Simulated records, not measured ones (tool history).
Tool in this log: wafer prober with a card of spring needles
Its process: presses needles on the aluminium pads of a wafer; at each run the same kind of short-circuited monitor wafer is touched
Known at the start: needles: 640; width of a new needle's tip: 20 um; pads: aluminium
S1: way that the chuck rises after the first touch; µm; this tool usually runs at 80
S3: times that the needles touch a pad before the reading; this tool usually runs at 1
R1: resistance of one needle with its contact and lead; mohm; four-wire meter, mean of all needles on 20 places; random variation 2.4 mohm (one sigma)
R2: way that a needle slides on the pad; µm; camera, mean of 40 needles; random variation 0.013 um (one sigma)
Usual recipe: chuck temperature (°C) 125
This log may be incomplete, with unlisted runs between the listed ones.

Run 1, hour 0: usual settings. Result: R1 277 mohm, R2 21 µm.
Run 2, hour 60: usual settings. Result: R1 280 mohm, R2 21.01 µm.
Run 3, hour 122.7: usual settings but chuck temperature (°C) 34. Result: R1 253 mohm, R2 21 µm.
Run 4, hour 162.5: usual settings but S3 2. Result: R1 277 mohm, R2 20.99 µm.
Run 5, hour 215.3: usual settings but S3 2. Result: R1 282 mohm, R2 21 µm.
Run 6, hour 271.3: usual settings but S3 2. Result: R1 272 mohm, R2 20.97 µm.
Run 7, hour 316: usual settings but S3 2. Result: R1 274 mohm, R2 20.99 µm.
Run 8, hour 381.7: usual settings but S3 2. Result: R1 275 mohm, R2 21.01 µm.
Run 9, hour 465.7: usual settings. Result: R1 284 mohm, R2 21.02 µm.
Run 10, hour 542.3: usual settings. Result: R1 276 mohm, R2 20.99 µm.
Run 11, hour 589.9: usual settings but S3 2. Result: R1 277 mohm, R2 21 µm.
Run 12, hour 665.6: usual settings but S3 2. Result: R1 278 mohm, R2 20.99 µm.
Run 13, hour 745.3: usual settings but S3 2. Result: R1 277 mohm, R2 21.01 µm.
Run 14, hour 813.7: usual settings but chuck temperature (°C) 108. Result: R1 273 mohm, R2 21.03 µm.
Run 15, hour 874.7: usual settings but S1 69 µm. Result: R1 285 mohm, R2 18.11 µm.
Run 16, hour 950.8: usual settings. Result: R1 271 mohm, R2 21.01 µm.
Run 17, hour 990.2: usual settings but S1 76 µm, chuck temperature (°C) 76. Result: R1 267 mohm, R2 19.93 µm.
Run 18, hour 1075.9: usual settings but S1 76 µm, chuck temperature (°C) 76. Result: R1 262 mohm, R2 19.96 µm.
Run 19, hour 1136.9: usual settings but S1 91 µm, chuck temperature (°C) 81, S3 2. Result: R1 257 mohm, R2 23.88 µm.
Run 20, hour 1181.2: usual settings but S1 75 µm, chuck temperature (°C) 29, S3 2. Result: R1 250 mohm, R2 19.67 µm.
Run 21, hour 1250.7: usual settings but S1 75 µm, chuck temperature (°C) 88, S3 2. Result: R1 268 mohm, R2 19.71 µm.
Run 22, hour 1301.5: usual settings but S1 75 µm, chuck temperature (°C) 88. Result: R1 267 mohm, R2 19.69 µm.
Run 23, hour 1358.4: usual settings but S1 79 µm. Result: R1 280 mohm, R2 20.73 µm.
Run 24, hour 1443.2: usual settings but S1 81 µm, chuck temperature (°C) 27. Result: R1 250 mohm, R2 21.24 µm.
Run 25, hour 1512.8: usual settings but S1 84 µm, chuck temperature (°C) 57, S3 3. Result: R1 254 mohm, R2 22.05 µm.
Run 26, hour 1558.8: usual settings but S1 79 µm, chuck temperature (°C) 71. Result: R1 264 mohm, R2 20.74 µm.
Run 27, hour 1628.6: usual settings but S1 79 µm, chuck temperature (°C) 71. Result: R1 259 mohm, R2 20.73 µm.
Run 28, hour 1677.9: usual settings but S1 84 µm. Result: R1 277 mohm, R2 22.05 µm.
Run 29, hour 1759.4: usual settings but S1 64 µm, chuck temperature (°C) 71. Result: R1 264 mohm, R2 16.82 µm.
Run 30, hour 1813.8: usual settings but S1 81 µm. Result: R1 276 mohm, R2 21.27 µm.

Between the runs listed above, the log contained 70 entries, not reproduced here. Where in the sequence does each belong, and how does what the log doesn't record of the tool's condition differ from the listed run before to the listed run after?
In the gap between runs 1 and 2: tips cleaned on abrasive film (hour 21.8); tips cleaned on abrasive film (hour 50.7)
  debris on the tips, nm: 0.2 -> 0.5
In the gap between runs 2 and 3: tips cleaned on abrasive film (hour 78.3); tips cleaned on abrasive film (hour 107.4)
  debris on the tips, nm: 0.5 -> 0.6
In the gap between runs 3 and 4: tips cleaned on abrasive film (hour 135.2); tips cleaned on abrasive film (hour 161.8)
  debris on the tips, nm: 0.6 -> 0.1
In the gap between runs 4 and 5: tips cleaned on abrasive film (hour 189.2); tips cleaned on abrasive film (hour 215.3)
  debris on the tips, nm: 0.1 -> 0
In the gap between runs 5 and 6: height of the first contact set anew (hour 233.5); tips cleaned on abrasive film (hour 246.1); tips cleaned on abrasive film (hour 271.3)
  both runs share identical hidden conditions
In the gap between runs 6 and 7: tips cleaned on abrasive film (hour 301.3)
  debris on the tips, nm: 0 -> 0.5
In the gap between runs 7 and 8: tips cleaned on abrasive film (hour 326.6); tips cleaned on abrasive film (hour 357.4)
  debris on the tips, nm: 0.5 -> 0.6
In the gap between runs 8 and 9: tips cleaned on abrasive film (hour 385.6); tips cleaned on abrasive film (hour 415.2); tips cleaned on abrasive film (hour 442.6)
  both runs share identical hidden conditions
In the gap between runs 9 and 10: tips cleaned on abrasive film (hour 471.6); tips cleaned on abrasive film (hour 498.2); tips cleaned on abrasive film (hour 527.3)
  both runs share identical hidden conditions
In the gap between runs 10 and 11: tips cleaned on abrasive film (hour 556.2); tips cleaned on abrasive film (hour 585.4)
  debris on the tips, nm: 0.6 -> 0.3
In the gap between runs 11 and 12: height of the first contact set anew (hour 595.1); tips cleaned on abrasive film (hour 611.8); tips cleaned on abrasive film (hour 642.6)
  debris on the tips, nm: 0.3 -> 0.6
In the gap between runs 12 and 13: tips cleaned on abrasive film (hour 669.4); tips cleaned on abrasive film (hour 696.6); tips cleaned on abrasive film (hour 725)
  both runs share identical hidden conditions
In the gap between runs 13 and 14: tips cleaned on abrasive film (hour 751.7); tips cleaned on abrasive film (hour 780.9); tips cleaned on abrasive film (hour 806.3)
  debris on the tips, nm: 0.6 -> 0.4
In the gap between runs 14 and 15: tips cleaned on abrasive film (hour 836.3); tips cleaned on abrasive film (hour 863)
  debris on the tips, nm: 0.4 -> 0.5
In the gap between runs 15 and 16: tips cleaned on abrasive film (hour 889.8); tips cleaned on abrasive film (hour 918.1); tips cleaned on abrasive film (hour 944.7)
  debris on the tips, nm: 0.5 -> 0.4; tips' diameter, um: 20 -> 20.01
In the gap between runs 16 and 17: height of the first contact set anew (hour 961.2); tips cleaned on abrasive film (hour 973.1)
  debris on the tips, nm: 0.4 -> 0.6
In the gap between runs 17 and 18: tips cleaned on abrasive film (hour 1000.9); tips cleaned on abrasive film (hour 1027.3); tips cleaned on abrasive film (hour 1055.9)
  both runs share identical hidden conditions
In the gap between runs 18 and 19: tips cleaned on abrasive film (hour 1081.3); tips cleaned on abrasive film (hour 1110.2); tips cleaned on abrasive film (hour 1136.9)
  debris on the tips, nm: 0.6 -> 0
In the gap between runs 19 and 20: tips cleaned on abrasive film (hour 1164.9)
  debris on the tips, nm: 0 -> 0.5
In the gap between runs 20 and 21: tips cleaned on abrasive film (hour 1193.8); tips cleaned on abrasive film (hour 1224.3); tips cleaned on abrasive film (hour 1250.7)
  debris on the tips, nm: 0.5 -> 0
In the gap between runs 21 and 22: tips cleaned on abrasive film (hour 1278.5)
  debris on the tips, nm: 0 -> 0.6
In the gap between runs 22 and 23: tips cleaned on abrasive film (hour 1307.1); height of the first contact set anew (hour 1323.4); tips cleaned on abrasive film (hour 1336)
  both runs share identical hidden conditions
In the gap between runs 23 and 24: tips cleaned on abrasive film (hour 1364.8); tips cleaned on abrasive film (hour 1391.5); tips cleaned on abrasive film (hour 1421.1)
  both runs share identical hidden conditions
In the gap between runs 24 and 25: tips cleaned on abrasive film (hour 1448.2); tips cleaned on abrasive film (hour 1473.3); tips cleaned on abrasive film (hour 1498.6)
  debris on the tips, nm: 0.6 -> 0.5
In the gap between runs 25 and 26: tips cleaned on abrasive film (hour 1524); tips cleaned on abrasive film (hour 1553.9)
  debris on the tips, nm: 0.5 -> 0.3
In the gap between runs 26 and 27: tips cleaned on abrasive film (hour 1581.7); tips cleaned on abrasive film (hour 1610.6)
  debris on the tips, nm: 0.3 -> 0.6
In the gap between runs 27 and 28: tips cleaned on abrasive film (hour 1637.7); tips cleaned on abrasive film (hour 1665.6)
  debris on the tips, nm: 0.6 -> 0.5
In the gap between runs 28 and 29: height of the first contact set anew (hour 1690.7); tips cleaned on abrasive film (hour 1696.4); tips cleaned on abrasive film (hour 1726.6); tips cleaned on abrasive film (hour 1755.3)
  debris on the tips, nm: 0.5 -> 0.3
In the gap between runs 29 and 30: tips cleaned on abrasive film (hour 1781.6); tips cleaned on abrasive film (hour 1811.6)
  debris on the tips, nm: 0.3 -> 0.2
